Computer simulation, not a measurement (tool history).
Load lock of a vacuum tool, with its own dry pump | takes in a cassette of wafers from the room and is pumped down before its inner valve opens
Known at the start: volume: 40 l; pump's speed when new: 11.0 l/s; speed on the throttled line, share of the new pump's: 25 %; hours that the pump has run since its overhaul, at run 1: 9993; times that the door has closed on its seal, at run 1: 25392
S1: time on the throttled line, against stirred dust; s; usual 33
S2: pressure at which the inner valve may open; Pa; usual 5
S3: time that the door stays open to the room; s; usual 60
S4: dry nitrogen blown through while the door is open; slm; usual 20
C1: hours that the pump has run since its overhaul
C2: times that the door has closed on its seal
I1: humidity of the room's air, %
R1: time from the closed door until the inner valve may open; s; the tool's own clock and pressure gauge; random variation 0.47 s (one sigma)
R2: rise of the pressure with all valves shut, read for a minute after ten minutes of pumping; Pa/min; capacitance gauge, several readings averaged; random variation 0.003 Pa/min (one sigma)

{"run": 1, "hour": 0.0, "S1": 33, "S2": 5, "S3": 60, "S4": 20, "C1": 9993, "C2": 25392, "I1": 44.3, "R1": 63.9, "R2": 0.204}
{"hour": 299.9, "done": "door's seal changed, seat wiped"}
{"run": 2, "hour": 299.9, "S1": 33, "S2": 5, "S3": 60, "S4": 20, "C1": 10291, "C2": 0, "I1": 41.3, "R1": 64.4, "R2": 0.019}
{"run": 3, "hour": 723.9, "S1": 49, "S2": 5, "S3": 60, "S4": 20, "C1": 10715, "C2": 2057, "I1": 42.7, "R1": 75.8, "R2": 0.031}
{"run": 4, "hour": 1151.4, "S1": 49, "S2": 5, "S3": 60, "S4": 20, "C1": 11143, "C2": 4131, "I1": 42.1, "R1": 75.8, "R2": 0.031}
{"run": 5, "hour": 1505.2, "S1": 49, "S2": 5, "S3": 60, "S4": 20, "C1": 11496, "C2": 5847, "I1": 47, "R1": 76.2, "R2": 0.04}
{"run": 6, "hour": 1959.3, "S1": 49, "S2": 5, "S3": 60, "S4": 20, "C1": 11950, "C2": 8050, "I1": 41.8, "R1": 75.5, "R2": 0.044}
{"run": 7, "hour": 2200.2, "S1": 49, "S2": 5, "S3": 60, "S4": 20, "C1": 12191, "C2": 9219, "I1": 46.3, "R1": 76, "R2": 0.053}
{"run": 8, "hour": 2484.7, "S1": 49, "S2": 5, "S3": 60, "S4": 20, "C1": 12476, "C2": 10599, "I1": 45.7, "R1": 76.7, "R2": 0.066}
{"run": 9, "hour": 2931.6, "S1": 49, "S2": 5, "S3": 60, "S4": 20, "C1": 12923, "C2": 12767, "I1": 45.3, "R1": 77.2, "R2": 0.077}
{"run": 10, "hour": 3336.2, "S1": 49, "S2": 5, "S3": 60, "S4": 20, "C1": 13327, "C2": 14730, "I1": 44.8, "R1": 76.6, "R2": 0.085}
{"run": 11, "hour": 3654.2, "S1": 49, "S2": 5, "S3": 60, "S4": 20, "C1": 13645, "C2": 16273, "I1": 39.5, "R1": 76.2, "R2": 0.098}
{"run": 12, "hour": 3964.8, "S1": 49, "S2": 5, "S3": 60, "S4": 20, "C1": 13956, "C2": 17780, "I1": 42.3, "R1": 76.2, "R2": 0.113}
{"run": 13, "hour": 4272.1, "S1": 49, "S2": 5, "S3": 60, "S4": 20, "C1": 14263, "C2": 19270, "I1": 44.4, "R1": 77, "R2": 0.123}
{"run": 14, "hour": 4778.6, "S1": 49, "S2": 5, "S3": 60, "S4": 20, "C1": 14770, "C2": 21727, "I1": 45, "R1": 76.3, "R2": 0.146}
{"run": 15, "hour": 5328.5, "S1": 49, "S2": 5, "S3": 60, "S4": 20, "C1": 15320, "C2": 24395, "I1": 41.9, "R1": 76.7, "R2": 0.17}
{"run": 16, "hour": 5790.8, "S1": 47, "S2": 5, "S3": 95, "S4": 20, "C1": 15782, "C2": 26638, "I1": 44.9, "R1": 75.5, "R2": 0.21}
{"hour": 5869.2, "done": "door's seal changed, seat wiped"}
{"run": 17, "hour": 6057.3, "S1": 35, "S2": 5, "S3": 108, "S4": 5, "C1": 16047, "C2": 912, "I1": 43.7, "R1": 65.9, "R2": 0.043}
{"run": 18, "hour": 6558.4, "S1": 17, "S2": 8, "S3": 60, "S4": 20, "C1": 16548, "C2": 3343, "I1": 45.5, "R1": 52.9, "R2": 0.031}
{"run": 19, "hour": 6844.4, "S1": 33, "S2": 5, "S3": 27, "S4": 16, "C1": 16834, "C2": 4731, "I1": 41.8, "R1": 64.6, "R2": 0.03}
{"run": 20, "hour": 7155.2, "S1": 33, "S2": 5, "S3": 27, "S4": 16, "C1": 17145, "C2": 6239, "I1": 45.7, "R1": 66.1, "R2": 0.033}
{"run": 21, "hour": 7610.2, "S1": 45, "S2": 5, "S3": 60, "S4": 18, "C1": 17600, "C2": 8446, "I1": 47.8, "R1": 74.7, "R2": 0.054}
{"run": 22, "hour": 7964.9, "S1": 45, "S2": 5, "S3": 60, "S4": 18, "C1": 17955, "C2": 10167, "I1": 42.8, "R1": 74.3, "R2": 0.059}
{"run": 23, "hour": 8510.9, "S1": 63, "S2": 5, "S3": 140, "S4": 5, "C1": 18501, "C2": 12816, "I1": 47.6, "R1": 88.4, "R2": 0.111}
{"run": 24, "hour": 9083.7, "S1": 63, "S2": 5, "S3": 140, "S4": 5, "C1": 19073, "C2": 15595, "I1": 45.1, "R1": 87.5, "R2": 0.129}

5 ways to go on from here, each from the tool as it stands after run 24. What would each give?
{"run": "A", "hour": 9580.0, "S1": 32, "S2": 7, "S3": 60, "S4": 20, "C1": 19570, "C2": 18002, "I1": 44.7, "R1": "?", "R2": "?"}
{"run": "B", "hour": 9580.0, "S1": 23, "S2": 5, "S3": 60, "S4": 12, "C1": 19570, "C2": 18002, "I1": 46.2, "R1": "?", "R2": "?"}
{"run": "C", "hour": 9580.0, "S1": 63, "S2": 5, "S3": 140, "S4": 10, "C1": 19570, "C2": 18002, "I1": 43.2, "R1": "?", "R2": "?"}
{"run": "D", "hour": 9580.0, "S1": 33, "S2": 5, "S3": 60, "S4": 19, "C1": 19570, "C2": 18002, "I1": 45.4, "R1": "?", "R2": "?"}
{"run": "E", "hour": 9580.0, "S1": 63, "S2": 5, "S3": 138, "S4": 5, "C1": 19570, "C2": 18002, "I1": 42.8, "R1": "?", "R2": "?"}

run=A R1=64.9 R2=0.11
run=B R1=59.8 R2=0.114
run=C R1=87.8 R2=0.135
run=D R1=66.5 R2=0.109
run=E R1=87.8 R2=0.144
Without the tool's hidden state the same runs would have given:
run=A R1=59.5 R2=0.017
run=B R1=53.7 R2=0.022
run=C R1=83.7 R2=0.043
run=D R1=60.9 R2=0.017
run=E R1=83.6 R2=0.049

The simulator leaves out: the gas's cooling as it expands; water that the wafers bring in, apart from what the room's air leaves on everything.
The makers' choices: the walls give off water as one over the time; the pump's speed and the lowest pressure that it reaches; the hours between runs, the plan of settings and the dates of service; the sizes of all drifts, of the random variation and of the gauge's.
